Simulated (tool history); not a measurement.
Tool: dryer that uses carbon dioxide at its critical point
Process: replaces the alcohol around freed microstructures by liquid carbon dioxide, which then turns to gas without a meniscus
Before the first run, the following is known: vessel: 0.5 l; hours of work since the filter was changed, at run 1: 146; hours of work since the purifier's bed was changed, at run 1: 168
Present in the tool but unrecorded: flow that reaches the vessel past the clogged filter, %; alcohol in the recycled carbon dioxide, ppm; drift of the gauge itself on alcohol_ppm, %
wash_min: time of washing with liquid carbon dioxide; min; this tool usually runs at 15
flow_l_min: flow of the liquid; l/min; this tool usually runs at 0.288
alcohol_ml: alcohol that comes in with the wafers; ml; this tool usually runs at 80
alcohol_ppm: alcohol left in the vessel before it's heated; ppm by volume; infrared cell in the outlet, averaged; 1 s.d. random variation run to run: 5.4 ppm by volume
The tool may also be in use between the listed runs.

run   hour  wash_min  flow_l_min  alcohol_ml  hours of work since the filter was changed  hours of work since the purifier's bed was changed  alcohol_ppm
  1    0.0        15       0.288          80                                         146                                                 168          236
  2   26.1        15       0.288          80                                         155                                                 177          242
  3   45.1        15       0.288         117                                         161                                                 183          339
  4   65.5        15       0.288         117                                         167                                                 189          343
  5   86.2        15       0.288          80                                         174                                                 196          254
  6  103.6        15       0.288          80                                         179                                                 201          232
  7  120.5        15       0.288          80                                         185                                                 207          263
  8  138.8        15       0.288          23                                         190                                                 212          105
  9  159.3        15       0.288          23                                         197                                                 219          107
 10  171.1        15       0.288          23                                         201                                                 223          103
 11  183.4        15       0.288          23                                         205                                                 227          104
 12  198.0        15       0.288          80                                         209                                                 231          274
 13  220.9        19       0.288          80                                         216                                                 239           86
 14  237.7        19       0.288          80                                         222                                                 244           94
 15  260.2        15       0.288          80                                         229                                                 251          298
 16  283.9        15       0.288          80                                         236                                                 259          298
 17  309.8        18       0.288          80                                         245                                                 267          123
 18  336.7        15       0.288          80                                         253                                                 275          315
 19  351.7        15       0.288          80                                         258                                                 280          321
 20  376.4        15       0.288          80                                         266                                                 288          332
 21  391.7        15       0.288          80                                         271                                                 293          320
 22  409.1        15       0.288          80                                         276                                                 298          344
 23  420.6        15       0.326          80                                         280                                                 302          181
 24  443.1        23       0.186          33                                         287                                                 309          180
 25  469.5        23       0.186          33                                         295                                                 317          181
 26  492.7        24       0.410          34                                         303                                                 325           55
 27  514.8        24       0.410          34                                         310                                                 332           49
     521.9  -- inlet filter changed
 28  530.7        24       0.223          22                                           3                                                 337           75
 29  549.8        24       0.223          22                                           9                                                 343           66
 30  566.5        18       0.423         101                                          14                                                 348           65
 31  591.6        18       0.423         101                                          22                                                 356           52
 32  613.0        16       0.276          80                                          29                                                 363          179
 33  639.9        16       0.197          80                                          37                                                 371          994
 34  652.6        14       0.288          52                                          41                                                 375          223
 35  664.8        23       0.403          33                                          45                                                 379           62
 36  677.9        15       0.255          49                                          49                                                 383          265
 37  690.1        15       0.384          28                                          53                                                 387           71
 38  708.2        20       0.288          84                                          59                                                 393           80
 39  724.9        10       0.300          23                                          64                                                 398          438
 40  746.4        19       0.365          80                                          71                                                 405           74
 41  768.9        15       0.288          65                                          78                                                 412          204
 42  793.4        14       0.206          65                                          86                                                 420         1385
 43  814.0        14       0.206          65                                          93                                                 426         1395
 44  835.9        14       0.206          65                                         100                                                 433         1452
 45  859.7        16       0.204          69                                         107                                                 441          865
 46  871.4        23       0.484          54                                         111                                                 445           77

Predict each of these 5 candidate next runs independently; none follows another, all start after run 46:
  A  887.2        17       0.433          88                                         116                                                 450            ?
  B  887.2        10       0.237          34                                         116                                                 450            ?
  C  887.2        12       0.368          82                                         116                                                 450            ?
  D  887.2        23       0.484          24                                         116                                                 450            ?
  E  887.2        15       0.288          61                                         116                                                 450            ?

run  alcohol_ppm
  A           74
  B         1734
  C          227
  D           78
  E          216
The same runs, with their run-to-run variation unchanged, on a tool lacking any hidden condition would have given:
run  alcohol_ppm
  A            6
  B         1388
  C          113
  D           12
  E          108
